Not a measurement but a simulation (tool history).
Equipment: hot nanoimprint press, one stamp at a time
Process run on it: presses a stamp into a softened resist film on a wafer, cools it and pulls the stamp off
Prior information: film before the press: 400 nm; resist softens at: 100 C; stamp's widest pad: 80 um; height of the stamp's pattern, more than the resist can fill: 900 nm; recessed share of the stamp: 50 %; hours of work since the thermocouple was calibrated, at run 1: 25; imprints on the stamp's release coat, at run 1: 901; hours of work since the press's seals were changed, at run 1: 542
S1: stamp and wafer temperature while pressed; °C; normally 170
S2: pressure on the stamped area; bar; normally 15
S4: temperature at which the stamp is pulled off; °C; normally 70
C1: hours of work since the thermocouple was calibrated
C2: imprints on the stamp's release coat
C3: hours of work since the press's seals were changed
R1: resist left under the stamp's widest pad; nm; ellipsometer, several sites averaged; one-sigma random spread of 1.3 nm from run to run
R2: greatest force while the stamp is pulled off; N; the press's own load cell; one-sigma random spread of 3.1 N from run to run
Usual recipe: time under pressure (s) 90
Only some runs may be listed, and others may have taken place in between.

{"run": 1, "day": 0.0, "S1": 170, "S2": 15, "time under pressure (s)": 90, "S4": 70, "C1": 25, "C2": 901, "C3": 542, "R1": 217.2, "R2": 205}
{"run": 2, "day": 0.662, "S1": 177, "S2": 15, "time under pressure (s)": 90, "S4": 70, "C1": 37, "C2": 968, "C3": 555, "R1": 169.7, "R2": 200}
{"run": 3, "day": 1.521, "S1": 170, "S2": 15, "time under pressure (s)": 90, "S4": 70, "C1": 54, "C2": 1054, "C3": 571, "R1": 215.7, "R2": 203}
{"run": 4, "day": 1.95, "S1": 170, "S2": 15, "time under pressure (s)": 90, "S4": 70, "C1": 62, "C2": 1097, "C3": 580, "R1": 215.3, "R2": 213}
{"run": 5, "day": 2.554, "S1": 170, "S2": 15, "time under pressure (s)": 90, "S4": 70, "C1": 73, "C2": 1157, "C3": 591, "R1": 214.1, "R2": 213}
{"run": 6, "day": 3.358, "S1": 170, "S2": 22.7, "time under pressure (s)": 90, "S4": 70, "C1": 89, "C2": 1238, "C3": 607, "R1": 181.9, "R2": 221}
{"run": 7, "day": 4.233, "S1": 170, "S2": 15, "time under pressure (s)": 90, "S4": 70, "C1": 105, "C2": 1325, "C3": 623, "R1": 214.3, "R2": 233}
{"run": 8, "day": 4.779, "S1": 170, "S2": 15, "time under pressure (s)": 90, "S4": 70, "C1": 116, "C2": 1380, "C3": 634, "R1": 215.8, "R2": 230}
{"run": 9, "day": 5.762, "S1": 170, "S2": 15, "time under pressure (s)": 90, "S4": 70, "C1": 134, "C2": 1479, "C3": 652, "R1": 217.2, "R2": 240}
{"run": 10, "day": 6.558, "S1": 170, "S2": 15, "time under pressure (s)": 90, "S4": 70, "C1": 150, "C2": 1558, "C3": 667, "R1": 213.9, "R2": 242}
{"run": 11, "day": 7.45, "S1": 170, "S2": 15, "time under pressure (s)": 90, "S4": 70, "C1": 167, "C2": 1648, "C3": 684, "R1": 216.2, "R2": 250}
{"run": 12, "day": 7.975, "S1": 170, "S2": 15, "time under pressure (s)": 90, "S4": 70, "C1": 177, "C2": 1700, "C3": 694, "R1": 215.4, "R2": 248}
{"run": 13, "day": 8.508, "S1": 170, "S2": 15, "time under pressure (s)": 90, "S4": 70, "C1": 187, "C2": 1754, "C3": 705, "R1": 216.4, "R2": 251}
{"run": 14, "day": 9.433, "S1": 170, "S2": 15, "time under pressure (s)": 91, "S4": 70, "C1": 204, "C2": 1846, "C3": 722, "R1": 215.1, "R2": 268}
{"run": 15, "day": 10.062, "S1": 170, "S2": 15, "time under pressure (s)": 91, "S4": 70, "C1": 216, "C2": 1909, "C3": 734, "R1": 214.3, "R2": 267}
{"run": 16, "day": 11.075, "S1": 174, "S2": 12.3, "time under pressure (s)": 140, "S4": 71, "C1": 236, "C2": 2011, "C3": 754, "R1": 173.3, "R2": 271}
{"day": 11.833, "done": "stamp cleaned and given a new release coat"}
{"run": 17, "day": 11.946, "S1": 170, "S2": 18.3, "time under pressure (s)": 142, "S4": 69, "C1": 248, "C2": 11, "C3": 765, "R1": 168.6, "R2": 157}
{"day": 12.279, "done": "plate thermocouple calibrated"}
{"run": 18, "day": 12.733, "S1": 170, "S2": 18.3, "time under pressure (s)": 142, "S4": 69, "C1": 9, "C2": 77, "C3": 778, "R1": 171.1, "R2": 151}
{"run": 19, "day": 13.504, "S1": 169, "S2": 13.3, "time under pressure (s)": 90, "S4": 72, "C1": 23, "C2": 154, "C3": 793, "R1": 234.1, "R2": 148}
{"run": 20, "day": 14.025, "S1": 169, "S2": 13.3, "time under pressure (s)": 90, "S4": 72, "C1": 33, "C2": 206, "C3": 803, "R1": 236.2, "R2": 147}
{"run": 21, "day": 14.833, "S1": 169, "S2": 13.3, "time under pressure (s)": 90, "S4": 72, "C1": 49, "C2": 287, "C3": 818, "R1": 233.7, "R2": 158}
{"run": 22, "day": 15.533, "S1": 173, "S2": 13.3, "time under pressure (s)": 70, "S4": 64, "C1": 62, "C2": 358, "C3": 831, "R1": 223.8, "R2": 183}
{"run": 23, "day": 16.308, "S1": 170, "S2": 15, "time under pressure (s)": 52, "S4": 70, "C1": 77, "C2": 435, "C3": 846, "R1": 257.3, "R2": 175}
{"run": 24, "day": 17.054, "S1": 170, "S2": 15, "time under pressure (s)": 52, "S4": 70, "C1": 91, "C2": 510, "C3": 860, "R1": 258.7, "R2": 171}
{"run": 25, "day": 17.967, "S1": 163, "S2": 15, "time under pressure (s)": 103, "S4": 70, "C1": 108, "C2": 601, "C3": 878, "R1": 262.1, "R2": 190}
{"run": 26, "day": 18.488, "S1": 170, "S2": 15, "time under pressure (s)": 90, "S4": 64, "C1": 118, "C2": 653, "C3": 888, "R1": 217.3, "R2": 204}
{"run": 27, "day": 19.129, "S1": 170, "S2": 23.4, "time under pressure (s)": 104, "S4": 70, "C1": 131, "C2": 718, "C3": 900, "R1": 168.5, "R2": 184}
{"run": 28, "day": 20.058, "S1": 170, "S2": 23.4, "time under pressure (s)": 104, "S4": 70, "C1": 148, "C2": 811, "C3": 918, "R1": 172.9, "R2": 198}
{"run": 29, "day": 20.588, "S1": 170, "S2": 16, "time under pressure (s)": 104, "S4": 61, "C1": 158, "C2": 864, "C3": 928, "R1": 200.5, "R2": 234}

Here are 4 independent what-if runs from the current tool condition. What would each one return?
{"run": "A", "day": 21.492, "S1": 170, "S2": 15, "time under pressure (s)": 90, "S4": 77, "C1": 176, "C2": 954, "C3": 945, "R1": "?", "R2": "?"}
{"run": "B", "day": 21.492, "S1": 165, "S2": 16, "time under pressure (s)": 55, "S4": 77, "C1": 176, "C2": 954, "C3": 945, "R1": "?", "R2": "?"}
{"run": "C", "day": 21.492, "S1": 170, "S2": 11.1, "time under pressure (s)": 126, "S4": 59, "C1": 176, "C2": 954, "C3": 945, "R1": "?", "R2": "?"}
{"run": "D", "day": 21.492, "S1": 173, "S2": 15, "time under pressure (s)": 90, "S4": 70, "C1": 176, "C2": 954, "C3": 945, "R1": "?", "R2": "?"}

run=A R1=215.7 R2=175
run=B R1=284.7 R2=171
run=C R1=213.3 R2=246
run=D R1=194.6 R2=193
With the hidden condition removed and each run's random variation left untouched, the same runs would have given:
run=A R1=212.9 R2=127
run=B R1=281.8 R2=125
run=C R1=212.2 R2=179
run=D R1=191.7 R2=140

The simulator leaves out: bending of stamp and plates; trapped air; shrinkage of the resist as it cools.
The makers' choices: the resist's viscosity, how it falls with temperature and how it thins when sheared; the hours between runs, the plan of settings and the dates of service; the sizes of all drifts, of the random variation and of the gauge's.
